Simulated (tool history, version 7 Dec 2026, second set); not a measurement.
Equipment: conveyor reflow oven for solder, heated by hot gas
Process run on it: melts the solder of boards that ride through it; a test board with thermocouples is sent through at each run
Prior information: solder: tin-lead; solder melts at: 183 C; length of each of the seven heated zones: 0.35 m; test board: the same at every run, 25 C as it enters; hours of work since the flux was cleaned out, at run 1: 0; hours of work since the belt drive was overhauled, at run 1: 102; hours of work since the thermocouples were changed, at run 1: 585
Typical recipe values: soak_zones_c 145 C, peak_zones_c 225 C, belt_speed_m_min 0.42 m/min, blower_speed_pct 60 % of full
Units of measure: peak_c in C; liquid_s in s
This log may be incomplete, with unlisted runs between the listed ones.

run,hour,soak_zones_c,peak_zones_c,belt_speed_m_min,blower_speed_pct,hours of work since the flux was cleaned out,hours of work since the belt drive was overhauled,hours of work since the thermocouples were changed,peak_c,liquid_s
1,0,145,225,0.42,60,0,102,585,212.2,73.3
2,17,145,225,0.477,60,8,109,592,208.4,59.4
3,41.8,145,228,0.477,60,18,120,603,211.2,62
4,54.3,145,228,0.477,60,24,126,609,210.6,61.3
5,67.2,145,228,0.477,60,30,132,614,210.6,61.5
6,80.1,145,228,0.477,60,35,137,620,210.7,61.2
7,93.7,145,228,0.342,60,41,143,626,219.5,101.8
8,115.3,145,225,0.42,60,51,153,635,211.3,72.5
9,142.1,145,225,0.42,60,63,165,647,211.8,73
10,158.2,145,225,0.42,60,70,172,654,212,72.6
11,182.5,145,225,0.42,60,81,182,665,211.9,73
12,203.6,145,225,0.42,60,90,192,675,212.2,72.4
13,229.2,145,225,0.42,60,101,203,686,211.6,73.3
# hour 235.1: belt drive overhauled, speed set with a stopwatch
14,245,145,225,0.42,60,107,4,691,211.6,73
15,260,145,225,0.42,60,113,11,698,211.8,73.6
16,286.1,145,225,0.42,60,125,23,709,211.4,72.5
17,297.3,159,225,0.42,60,130,28,714,214.6,84.6
18,308.3,132,219,0.449,68,135,32,719,203.9,53.1
# hour 314.1: belt drive overhauled, speed set with a stopwatch, once more
19,331.2,131,225,0.42,62,143,8,727,210.2,62.8
20,358.4,156,225,0.42,62,155,20,739,213.9,81.6
# hour 367.1: flux residue cleaned out of gas plates and filters
21,384.7,146,225,0.42,79,8,29,749,216.6,80.6
22,397.5,146,225,0.42,79,13,35,754,216.4,80.3
23,417.5,137,234,0.495,79,22,43,763,219.5,64.9
24,428.7,160,225,0.348,60,27,48,768,218.3,110
25,441.8,145,233,0.42,53,33,54,774,217,76.7
26,467.9,145,225,0.447,60,45,66,786,210.5,64.9
27,481,143,220,0.462,55,50,72,791,203.6,51.4
28,494.4,137,225,0.43,60,56,77,797,209.9,64.4
29,512.6,137,225,0.43,60,64,86,805,210.4,64.1
30,531.2,143,214,0.412,74,73,94,814,206.1,67.4
31,556.1,143,214,0.412,74,84,105,825,205.5,68

What if the next run were any one of these 3? Each begins from the tool's condition after run 31:
A,569.2,145,224,0.398,60,89,111,830,?,?
B,569.2,154,216,0.42,60,89,111,830,?,?
C,569.2,156,225,0.409,58,89,111,830,?,?

run,peak_c,liquid_s
A,212.5,79.7
B,205.9,71.6
C,213.9,84.1
With no hidden state in the tool, these same runs would have given:
run,peak_c,liquid_s
A,211.7,78.9
B,205.2,70.7
C,213.1,83.3

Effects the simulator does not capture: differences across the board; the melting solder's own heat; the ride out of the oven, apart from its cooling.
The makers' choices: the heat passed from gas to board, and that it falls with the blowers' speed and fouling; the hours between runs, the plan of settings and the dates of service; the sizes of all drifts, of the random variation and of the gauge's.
